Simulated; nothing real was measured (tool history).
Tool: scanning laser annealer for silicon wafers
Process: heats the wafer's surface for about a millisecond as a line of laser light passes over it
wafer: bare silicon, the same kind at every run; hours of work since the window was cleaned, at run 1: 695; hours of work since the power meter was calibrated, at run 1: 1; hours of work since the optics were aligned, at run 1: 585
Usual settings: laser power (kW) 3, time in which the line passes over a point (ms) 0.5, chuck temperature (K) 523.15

| run | hour | laser power (kW) | time in which the line passes over a point (ms) | chuck temperature (K) | hours of work since the window was cleaned | hours of work since the power meter was calibrated | hours of work since the optics were aligned | highest temperature of the surface (K) |
|---|---|---|---|---|---|---|---|---|
| 1 | 0 | 3 | 0.5 | 523.15 | 695 | 1 | 585 | 1229.15 |
| 2 | 25.4 | 3 | 0.5 | 523.15 | 709 | 15 | 599 | 1227.15 |
| 3 | 60 | 3 | 0.5 | 523.15 | 729 | 35 | 619 | 1224.15 |
| 4 | 92.5 | 3 | 0.5 | 513.15 | 747 | 53 | 637 | 1215.15 |
| 5 | 125.6 | 3 | 0.5 | 523.15 | 766 | 72 | 656 | 1224.15 |
| 6 | 147.2 | 3 | 0.429 | 523.15 | 778 | 84 | 668 | 1172.15 |
| 7 | 184.3 | 3.049 | 0.429 | 523.15 | 799 | 105 | 689 | 1182.15 |
|  | 192.4 | window over the wafer cleaned |
| 8 | 209.3 | 3.049 | 0.429 | 523.15 | 10 | 118 | 702 | 1212.15 |
| 9 | 244.2 | 3.049 | 0.429 | 523.15 | 29 | 138 | 722 | 1209.15 |
| 10 | 292.3 | 3.049 | 0.355 | 523.15 | 56 | 165 | 749 | 1146.15 |
| 11 | 337.9 | 3.049 | 0.355 | 523.15 | 82 | 190 | 775 | 1145.15 |
| 12 | 382.3 | 3.049 | 0.355 | 523.15 | 107 | 216 | 800 | 1145.15 |
| 13 | 426.9 | 3.049 | 0.355 | 523.15 | 132 | 241 | 825 | 1145.15 |
| 14 | 457.8 | 3.049 | 0.355 | 506.15 | 150 | 258 | 842 | 1125.15 |
| 15 | 486.8 | 3.049 | 0.355 | 506.15 | 166 | 275 | 859 | 1126.15 |
| 16 | 529.2 | 3.049 | 0.355 | 506.15 | 190 | 298 | 883 | 1124.15 |
| 17 | 576.5 | 2.706 | 0.618 | 531.15 | 217 | 325 | 909 | 1238.15 |
| 18 | 599.1 | 2.706 | 0.618 | 531.15 | 229 | 338 | 922 | 1237.15 |
| 19 | 621.8 | 3 | 0.5 | 531.15 | 242 | 351 | 935 | 1250.15 |
| 20 | 648.3 | 3 | 0.5 | 531.15 | 257 | 366 | 950 | 1251.15 |
| 21 | 680.3 | 3 | 0.5 | 531.15 | 275 | 384 | 968 | 1246.15 |
| 22 | 718.3 | 3.083 | 0.491 | 523.15 | 297 | 405 | 989 | 1258.15 |
| 23 | 757.7 | 3.23 | 0.469 | 504.15 | 319 | 427 | 1012 | 1264.15 |
| 24 | 804.7 | 3.26 | 0.594 | 502.15 | 345 | 454 | 1038 | 1365.15 |
| 25 | 852.7 | 2.596 | 0.432 | 523.15 | 373 | 481 | 1065 | 1074.15 |
| 26 | 888 | 2.596 | 0.432 | 523.15 | 393 | 501 | 1085 | 1077.15 |
| 27 | 928.6 | 3.261 | 0.562 | 557.15 | 415 | 524 | 1108 | 1392.15 |
| 28 | 976.3 | 2.555 | 0.508 | 548.15 | 442 | 551 | 1135 | 1137.15 |

Some steps in highest temperature of the surface (K) between neighbouring runs. How much of each would the tool show without its hidden state too (settings, what came in, random variation), and how much is left for the hidden state, with any gauge scatter that isn't in both results?
The hidden state here: light that passes the window, % of a clean one's; laser's true power over the reading, %; width of the line over the set one, %; drift of the gauge itself on peak_c, C.
Run 7 -> 8: window over the wafer cleaned. highest temperature of the surface (K) +30: hidden state +29, all else +1.
Run 24 -> 25: laser power (kW) 3.26 -> 2.596, time in which the line passes over a point (ms) 0.594 -> 0.432, chuck temperature (K) 502.15 -> 523.15. highest temperature of the surface (K) -291: hidden state +11, all else -302.
Run 26 -> 27: laser power (kW) 2.596 -> 3.261, time in which the line passes over a point (ms) 0.432 -> 0.562, chuck temperature (K) 523.15 -> 557.15. highest temperature of the surface (K) +315: hidden state -14, all else +329.
